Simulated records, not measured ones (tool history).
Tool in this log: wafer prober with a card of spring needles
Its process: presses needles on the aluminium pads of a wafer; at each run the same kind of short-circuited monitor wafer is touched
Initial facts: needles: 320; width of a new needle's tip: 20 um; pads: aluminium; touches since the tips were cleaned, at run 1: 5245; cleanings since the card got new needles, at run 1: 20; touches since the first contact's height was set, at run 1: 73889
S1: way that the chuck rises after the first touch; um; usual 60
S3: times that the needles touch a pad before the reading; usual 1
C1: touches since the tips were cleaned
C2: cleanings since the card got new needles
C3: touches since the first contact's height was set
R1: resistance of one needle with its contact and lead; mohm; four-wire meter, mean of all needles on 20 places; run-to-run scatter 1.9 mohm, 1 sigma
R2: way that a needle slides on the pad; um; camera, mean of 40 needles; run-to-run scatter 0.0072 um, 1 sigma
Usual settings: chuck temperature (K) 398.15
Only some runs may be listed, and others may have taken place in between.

{"run": 1, "hour": 0.0, "S1": 60, "chuck temperature (K)": 398.15, "S3": 1, "C1": 5245, "C2": 20, "C3": 73889, "R1": 453, "R2": 9.44}
{"hour": 4.9, "done": "tips cleaned on abrasive film"}
{"run": 2, "hour": 12.0, "S1": 60, "chuck temperature (K)": 398.15, "S3": 1, "C1": 2681, "C2": 21, "C3": 78375, "R1": 484, "R2": 9.42}
{"run": 3, "hour": 18.6, "S1": 60, "chuck temperature (K)": 398.15, "S3": 1, "C1": 5161, "C2": 21, "C3": 80855, "R1": 475, "R2": 9.428}
{"hour": 23.2, "done": "tips cleaned on abrasive film"}
{"run": 4, "hour": 24.7, "S1": 60, "chuck temperature (K)": 383.15, "S3": 1, "C1": 553, "C2": 22, "C3": 83121, "R1": 283, "R2": 9.424}
{"run": 5, "hour": 36.5, "S1": 60, "chuck temperature (K)": 383.15, "S3": 1, "C1": 5022, "C2": 22, "C3": 87590, "R1": 445, "R2": 9.414}
{"hour": 41.9, "done": "tips cleaned on abrasive film"}
{"hour": 45.0, "done": "height of the first contact set anew"}
{"run": 6, "hour": 45.2, "S1": 60, "chuck temperature (K)": 383.15, "S3": 1, "C1": 1119, "C2": 23, "C3": 79, "R1": 322, "R2": 9.484}
{"run": 7, "hour": 54.0, "S1": 60, "chuck temperature (K)": 383.15, "S3": 1, "C1": 4457, "C2": 23, "C3": 3417, "R1": 442, "R2": 9.493}
{"hour": 55.0, "done": "tips cleaned on abrasive film, once more"}
{"run": 8, "hour": 66.4, "S1": 60, "chuck temperature (K)": 383.15, "S3": 1, "C1": 4297, "C2": 24, "C3": 8033, "R1": 430, "R2": 9.487}
{"hour": 74.2, "done": "tips cleaned on abrasive film"}
{"run": 9, "hour": 77.9, "S1": 60, "chuck temperature (K)": 398.15, "S3": 1, "C1": 1402, "C2": 25, "C3": 12358, "R1": 355, "R2": 9.483}
{"run": 10, "hour": 87.6, "S1": 60, "chuck temperature (K)": 308.15, "S3": 1, "C1": 5034, "C2": 25, "C3": 15990, "R1": 456, "R2": 9.48}
{"hour": 93.5, "done": "tips cleaned on abrasive film"}
{"run": 11, "hour": 95.7, "S1": 62, "chuck temperature (K)": 398.15, "S3": 1, "C1": 826, "C2": 26, "C3": 19019, "R1": 295, "R2": 9.787}
{"run": 12, "hour": 102.3, "S1": 62, "chuck temperature (K)": 335.15, "S3": 1, "C1": 3311, "C2": 26, "C3": 21504, "R1": 419, "R2": 9.792}
{"run": 13, "hour": 110.9, "S1": 68, "chuck temperature (K)": 335.15, "S3": 1, "C1": 6560, "C2": 26, "C3": 24753, "R1": 411, "R2": 10.733}
{"hour": 112.0, "done": "tips cleaned on abrasive film"}
{"run": 14, "hour": 121.5, "S1": 60, "chuck temperature (K)": 398.15, "S3": 1, "C1": 3570, "C2": 27, "C3": 28698, "R1": 427, "R2": 9.466}
{"run": 15, "hour": 129.7, "S1": 46, "chuck temperature (K)": 301.15, "S3": 2, "C1": 6648, "C2": 27, "C3": 31776, "R1": 483, "R2": 7.246}
{"hour": 130.8, "done": "tips cleaned on abrasive film"}
{"run": 16, "hour": 136.3, "S1": 44, "chuck temperature (K)": 308.15, "S3": 1, "C1": 2090, "C2": 28, "C3": 34240, "R1": 562, "R2": 6.936}
{"run": 17, "hour": 148.5, "S1": 79, "chuck temperature (K)": 324.15, "S3": 1, "C1": 6691, "C2": 28, "C3": 38841, "R1": 359, "R2": 12.473}
{"hour": 149.2, "done": "tips cleaned on abrasive film"}
{"run": 18, "hour": 160.7, "S1": 77, "chuck temperature (K)": 351.15, "S3": 1, "C1": 4347, "C2": 29, "C3": 43403, "R1": 350, "R2": 12.146}
{"hour": 168.0, "done": "tips cleaned on abrasive film"}
{"run": 19, "hour": 168.0, "S1": 61, "chuck temperature (K)": 346.15, "S3": 1, "C1": 0, "C2": 30, "C3": 46124, "R1": 227, "R2": 9.608}
{"run": 20, "hour": 177.1, "S1": 61, "chuck temperature (K)": 346.15, "S3": 1, "C1": 3426, "C2": 30, "C3": 49550, "R1": 427, "R2": 9.589}
{"hour": 186.9, "done": "tips cleaned on abrasive film"}
{"run": 21, "hour": 189.1, "S1": 61, "chuck temperature (K)": 346.15, "S3": 1, "C1": 820, "C2": 31, "C3": 54025, "R1": 300, "R2": 9.601}
{"run": 22, "hour": 201.4, "S1": 61, "chuck temperature (K)": 346.15, "S3": 1, "C1": 5479, "C2": 31, "C3": 58684, "R1": 448, "R2": 9.595}
{"hour": 205.6, "done": "tips cleaned on abrasive film"}
{"run": 23, "hour": 210.7, "S1": 67, "chuck temperature (K)": 398.15, "S3": 2, "C1": 1932, "C2": 32, "C3": 62152, "R1": 285, "R2": 10.552}
{"run": 24, "hour": 221.7, "S1": 71, "chuck temperature (K)": 398.15, "S3": 1, "C1": 6052, "C2": 32, "C3": 66272, "R1": 383, "R2": 11.167}
{"hour": 223.9, "done": "tips cleaned on abrasive film"}
{"run": 25, "hour": 227.5, "S1": 71, "chuck temperature (K)": 398.15, "S3": 1, "C1": 1332, "C2": 33, "C3": 68423, "R1": 315, "R2": 11.172}
{"run": 26, "hour": 235.7, "S1": 60, "chuck temperature (K)": 299.15, "S3": 1, "C1": 4431, "C2": 33, "C3": 71522, "R1": 458, "R2": 9.434}
{"hour": 242.8, "done": "tips cleaned on abrasive film"}
{"run": 27, "hour": 246.1, "S1": 44, "chuck temperature (K)": 299.15, "S3": 1, "C1": 1228, "C2": 34, "C3": 75402, "R1": 455, "R2": 6.889}
{"run": 28, "hour": 253.1, "S1": 67, "chuck temperature (K)": 299.15, "S3": 3, "C1": 3858, "C2": 34, "C3": 78032, "R1": 260, "R2": 10.537}

What if the next run were any one of these 4? Each begins from the tool's condition after run 28:
{"hour": 261.3, "done": "tips cleaned on abrasive film"}
{"run": "A", "hour": 263.3, "S1": 73, "chuck temperature (K)": 365.15, "S3": 3, "C1": 779, "C2": 35, "C3": 81862, "R1": "?", "R2": "?"}
{"hour": 261.3, "done": "tips cleaned on abrasive film"}
{"run": "B", "hour": 263.3, "S1": 53, "chuck temperature (K)": 360.15, "S3": 2, "C1": 779, "C2": 35, "C3": 81862, "R1": "?", "R2": "?"}
{"hour": 261.3, "done": "tips cleaned on abrasive film"}
{"run": "C", "hour": 263.3, "S1": 57, "chuck temperature (K)": 314.15, "S3": 3, "C1": 779, "C2": 35, "C3": 81862, "R1": "?", "R2": "?"}
{"hour": 261.3, "done": "tips cleaned on abrasive film"}
{"run": "D", "hour": 263.3, "S1": 50, "chuck temperature (K)": 372.15, "S3": 1, "C1": 779, "C2": 35, "C3": 81862, "R1": "?", "R2": "?"}

run=A R1=222 R2=11.49
run=B R1=285 R2=8.303
run=C R1=234 R2=8.952
run=D R1=361 R2=7.839
Had the tool no hidden state, the same runs would have come out as:
run=A R1=195 R2=11.559
run=B R1=204 R2=8.372
run=C R1=188 R2=9.021
run=D R1=211 R2=7.908
